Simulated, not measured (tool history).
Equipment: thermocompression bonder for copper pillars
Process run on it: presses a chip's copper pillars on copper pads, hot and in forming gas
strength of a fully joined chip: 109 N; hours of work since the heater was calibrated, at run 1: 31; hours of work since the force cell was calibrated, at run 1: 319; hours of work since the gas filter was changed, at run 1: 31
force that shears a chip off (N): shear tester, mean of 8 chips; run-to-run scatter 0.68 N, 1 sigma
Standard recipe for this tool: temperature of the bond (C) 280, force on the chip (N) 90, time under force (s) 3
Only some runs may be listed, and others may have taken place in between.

run  hour  temperature of the bond (C)  force on the chip (N)  time under force (s)  hours of work since the heater was calibrated  hours of work since the force cell was calibrated  hours of work since the gas filter was changed  force that shears a chip off (N)
  1     0                          280                     90                     3                                             31                                                319                                              31                              46.5
  2  10.1                          280                     90                     3                                             37                                                326                                              37                              44.2
  3  17.6                          280                     90                     3                                             42                                                331                                              42                              45.2
  4  27.9                          280                    115                     3                                             49                                                338                                              49                              51.4
  5  34.3                          280                     90                     3                                             54                                                342                                              54                              43.9
  6  43.8                          280                     90                     3                                             60                                                348                                              60                              44.5
  7  56.9                          305                     90                     3                                             69                                                357                                              69                              55.1
  8  67.1                          305                     90                     3                                             75                                                364                                              75                              55.3

Forecast run 9:
  9  74.2                          262                     90                     3                                             80                                                368                                              80                                 ?

Run 9 measured force that shears a chip off (N) 36.7.
Were there no unlogged condition in the tool, this run, its random variation unchanged, would have produced force that shears a chip off (N) 38.8.
